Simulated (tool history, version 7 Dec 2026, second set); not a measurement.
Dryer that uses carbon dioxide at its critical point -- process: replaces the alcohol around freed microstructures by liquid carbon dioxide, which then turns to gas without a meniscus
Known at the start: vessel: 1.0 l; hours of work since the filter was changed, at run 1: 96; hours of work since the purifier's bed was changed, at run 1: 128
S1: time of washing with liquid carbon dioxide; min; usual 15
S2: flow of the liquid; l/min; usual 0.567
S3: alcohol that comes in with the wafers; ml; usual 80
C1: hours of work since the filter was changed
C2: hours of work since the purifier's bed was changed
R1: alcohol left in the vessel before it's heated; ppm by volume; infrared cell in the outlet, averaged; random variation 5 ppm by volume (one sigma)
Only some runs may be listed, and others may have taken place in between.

Run 1, hour 0.0: usual settings; C1 96; C2 128. Result: R1 50 ppm by volume.
Run 2, hour 7.3: usual settings but S2 0.910 l/min; C1 98; C2 130. Result: R1 22 ppm by volume.
Run 3, hour 16.3: usual settings but S2 0.910 l/min, S3 98 ml; C1 101; C2 132. Result: R1 28 ppm by volume.
Run 4, hour 29.0: usual settings but S2 0.910 l/min, S3 98 ml; C1 104; C2 136. Result: R1 25 ppm by volume.
Run 5, hour 37.9: usual settings but S2 0.910 l/min, S3 98 ml; C1 107; C2 139. Result: R1 28 ppm by volume.
Run 6, hour 52.3: usual settings but S2 0.910 l/min, S3 98 ml; C1 111; C2 143. Result: R1 15 ppm by volume.
Run 7, hour 64.3: usual settings but S2 0.359 l/min; C1 115; C2 147. Result: R1 541 ppm by volume.
Run 8, hour 72.8: usual settings but S2 0.359 l/min; C1 118; C2 150. Result: R1 552 ppm by volume.
Run 9, hour 82.9: usual settings; C1 121; C2 153. Result: R1 51 ppm by volume.
Run 10, hour 91.8: usual settings but S2 0.607 l/min; C1 123; C2 155. Result: R1 37 ppm by volume.
Run 11, hour 105.2: usual settings but S2 0.814 l/min; C1 127; C2 159. Result: R1 33 ppm by volume.
Run 12, hour 115.0: usual settings but S1 22 min; C1 130; C2 162. Result: R1 30 ppm by volume.
Run 13, hour 128.3: usual settings; C1 134; C2 166. Result: R1 60 ppm by volume.
Run 14, hour 140.6: usual settings; C1 138; C2 170. Result: R1 60 ppm by volume.
Run 15, hour 151.9: usual settings; C1 141; C2 173. Result: R1 61 ppm by volume.
Run 16, hour 159.1: usual settings but S1 13 min, S3 49 ml; C1 144; C2 175. Result: R1 93 ppm by volume.
Run 17, hour 170.7: usual settings but S1 13 min, S3 49 ml; C1 147; C2 179. Result: R1 86 ppm by volume.
Run 18, hour 183.9: usual settings but S1 21 min, S2 0.504 l/min, S3 44 ml; C1 151; C2 183. Result: R1 33 ppm by volume.
Run 19, hour 195.7: usual settings but S1 21 min, S2 0.504 l/min, S3 44 ml; C1 155; C2 187. Result: R1 33 ppm by volume.
Run 20, hour 208.2: usual settings but S1 21 min, S2 0.504 l/min, S3 44 ml; C1 158; C2 190. Result: R1 24 ppm by volume.
Run 21, hour 215.5: usual settings but S1 21 min, S2 0.504 l/min, S3 44 ml; C1 161; C2 192. Result: R1 40 ppm by volume.
Run 22, hour 225.0: usual settings but S1 21 min, S2 0.504 l/min, S3 44 ml; C1 163; C2 195. Result: R1 27 ppm by volume.
Run 23, hour 232.1: usual settings but S1 22 min, S3 115 ml; C1 166; C2 197. Result: R1 29 ppm by volume.
Run 24, hour 240.0: usual settings but S1 22 min, S3 98 ml; C1 168; C2 200. Result: R1 36 ppm by volume.
Run 25, hour 247.0: usual settings but S1 19 min; C1 170; C2 202. Result: R1 45 ppm by volume.
Run 26, hour 260.2: usual settings but S1 10 min, S2 0.350 l/min, S3 82 ml; C1 174; C2 206. Result: R1 3316 ppm by volume.

Results per run with the tool's hidden condition removed, run-to-run variation unchanged:
The tool's hidden condition here consists of: flow that reaches the vessel past the clogged filter, %; alcohol in the recycled carbon dioxide, ppm; drift of the gauge itself on alcohol_ppm, %.
run    R1
  1    27
  2     4
  3     9
  4     6
  5     9
  6     0
  7   446
  8   454
  9    23
 10    11
 11    12
 12     8
 13    29
 14    29
 15    29
 16    56
 17    50
 18     8
 19     7
 20     0
 21    13
 22     0
 23     2
 24     8
 25    17
 26  2839
